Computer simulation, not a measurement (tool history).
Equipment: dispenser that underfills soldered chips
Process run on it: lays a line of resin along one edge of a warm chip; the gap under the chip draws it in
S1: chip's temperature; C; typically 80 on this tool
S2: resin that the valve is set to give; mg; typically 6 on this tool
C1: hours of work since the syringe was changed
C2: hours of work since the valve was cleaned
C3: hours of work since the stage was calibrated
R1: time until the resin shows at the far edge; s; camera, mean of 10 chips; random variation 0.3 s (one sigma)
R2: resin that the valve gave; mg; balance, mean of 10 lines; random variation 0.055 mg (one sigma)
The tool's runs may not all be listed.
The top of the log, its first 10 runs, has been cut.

{"hour": 115.7, "done": "new syringe of resin"}
{"run": 11, "hour": 122.7, "S1": 80, "S2": 5.53, "C1": 5, "C2": 106, "C3": 487, "R1": 7, "R2": 4.89}
{"hour": 125.4, "done": "new syringe of resin"}
{"hour": 131.4, "done": "dispensing valve cleaned and set on the balance"}
{"hour": 136.1, "done": "new syringe of resin"}
{"run": 12, "hour": 136.1, "S1": 80, "S2": 5.16, "C1": 0, "C2": 3, "C3": 495, "R1": 6.4, "R2": 5.12}
{"hour": 147.0, "done": "new syringe of resin"}
{"run": 13, "hour": 147.2, "S1": 80, "S2": 5.16, "C1": 0, "C2": 12, "C3": 504, "R1": 6.1, "R2": 5.12}
{"hour": 157.0, "done": "new syringe of resin"}
{"run": 14, "hour": 163.7, "S1": 80, "S2": 6, "C1": 5, "C2": 24, "C3": 516, "R1": 7.2, "R2": 5.81}
{"hour": 167.3, "done": "new syringe of resin"}
{"run": 15, "hour": 174.6, "S1": 80, "S2": 6, "C1": 6, "C2": 32, "C3": 524, "R1": 7.4, "R2": 5.76}
{"hour": 177.2, "done": "new syringe of resin"}
{"hour": 187.7, "done": "new syringe of resin"}
{"run": 16, "hour": 192.4, "S1": 80, "S2": 6, "C1": 4, "C2": 45, "C3": 537, "R1": 6.3, "R2": 5.82}
{"hour": 198.1, "done": "new syringe of resin"}
{"run": 17, "hour": 200.8, "S1": 80, "S2": 6, "C1": 2, "C2": 51, "C3": 543, "R1": 6.8, "R2": 5.65}
{"hour": 208.6, "done": "new syringe of resin"}
{"run": 18, "hour": 212.3, "S1": 80, "S2": 6, "C1": 3, "C2": 60, "C3": 552, "R1": 7.1, "R2": 5.64}
{"hour": 218.2, "done": "new syringe of resin"}
{"run": 19, "hour": 224.5, "S1": 80, "S2": 6, "C1": 5, "C2": 69, "C3": 561, "R1": 7, "R2": 5.74}
{"hour": 227.9, "done": "new syringe of resin"}
{"hour": 237.3, "done": "new syringe of resin"}
{"run": 20, "hour": 237.3, "S1": 74, "S2": 6.83, "C1": 0, "C2": 78, "C3": 570, "R1": 7.8, "R2": 6.35}
{"run": 21, "hour": 244.7, "S1": 80, "S2": 5.15, "C1": 6, "C2": 84, "C3": 576, "R1": 8, "R2": 4.72}
{"hour": 247.2, "done": "new syringe of resin"}
{"hour": 257.3, "done": "new syringe of resin"}
{"run": 22, "hour": 261.7, "S1": 92, "S2": 6.86, "C1": 3, "C2": 96, "C3": 588, "R1": 3.5, "R2": 6.24}
{"hour": 266.8, "done": "new syringe of resin"}
{"hour": 276.4, "done": "new syringe of resin"}
{"run": 23, "hour": 277.6, "S1": 75, "S2": 6, "C1": 1, "C2": 108, "C3": 600, "R1": 8, "R2": 5.45}
{"hour": 284.0, "done": "dispensing valve cleaned and set on the balance"}
{"hour": 287.1, "done": "new syringe of resin"}
{"run": 24, "hour": 293.7, "S1": 75, "S2": 6, "C1": 5, "C2": 7, "C3": 611, "R1": 9.9, "R2": 6}
{"hour": 297.2, "done": "new syringe of resin"}
{"hour": 307.0, "done": "new syringe of resin"}
{"run": 25, "hour": 309.3, "S1": 76, "S2": 6.22, "C1": 2, "C2": 18, "C3": 622, "R1": 8.1, "R2": 6.15}
{"hour": 316.8, "done": "new syringe of resin"}
{"run": 26, "hour": 317.7, "S1": 82, "S2": 7.59, "C1": 1, "C2": 25, "C3": 629, "R1": 5.1, "R2": 7.43}
{"run": 27, "hour": 325.7, "S1": 92, "S2": 6.09, "C1": 7, "C2": 31, "C3": 635, "R1": 4.3, "R2": 5.88}
{"hour": 327.5, "done": "new syringe of resin"}
{"run": 28, "hour": 335.7, "S1": 76, "S2": 7.3, "C1": 6, "C2": 38, "C3": 642, "R1": 9.3, "R2": 7.07}
{"hour": 337.5, "done": "new syringe of resin"}
{"run": 29, "hour": 346.4, "S1": 86, "S2": 5.47, "C1": 7, "C2": 46, "C3": 650, "R1": 6.3, "R2": 5.23}
{"hour": 348.1, "done": "new syringe of resin"}
{"run": 30, "hour": 354.5, "S1": 92, "S2": 6.53, "C1": 5, "C2": 52, "C3": 656, "R1": 4.3, "R2": 6.17}
{"hour": 358.2, "done": "new syringe of resin"}
{"run": 31, "hour": 364.9, "S1": 80, "S2": 7.23, "C1": 5, "C2": 60, "C3": 663, "R1": 7.5, "R2": 6.89}
{"hour": 368.5, "done": "new syringe of resin"}
{"hour": 378.4, "done": "new syringe of resin"}
{"run": 32, "hour": 381.1, "S1": 69, "S2": 5.16, "C1": 2, "C2": 71, "C3": 675, "R1": 11.7, "R2": 4.84}
{"hour": 388.1, "done": "new syringe of resin"}
{"hour": 397.8, "done": "new syringe of resin"}
{"run": 33, "hour": 397.8, "S1": 69, "S2": 5.16, "C1": 0, "C2": 84, "C3": 687, "R1": 11.2, "R2": 4.74}

3 options for the next run, each taken on its own from the tool as it stands now. Forecast them:
{"hour": 407.2, "done": "new syringe of resin"}
{"run": "A", "hour": 409.9, "S1": 80, "S2": 6.64, "C1": 2, "C2": 93, "C3": 697, "R1": "?", "R2": "?"}
{"hour": 407.2, "done": "new syringe of resin"}
{"run": "B", "hour": 409.9, "S1": 83, "S2": 6.2, "C1": 2, "C2": 93, "C3": 697, "R1": "?", "R2": "?"}
{"hour": 407.2, "done": "new syringe of resin"}
{"run": "C", "hour": 409.9, "S1": 78, "S2": 7.23, "C1": 2, "C2": 93, "C3": 697, "R1": "?", "R2": "?"}

run=A R1=6.4 R2=6.1
run=B R1=5.8 R2=5.69
run=C R1=7 R2=6.61
Take away the tool's hidden state, keep each run's random variation, and the runs would have read:
run=A R1=5.1 R2=6.65
run=B R1=4.7 R2=6.21
run=C R1=5.5 R2=7.21
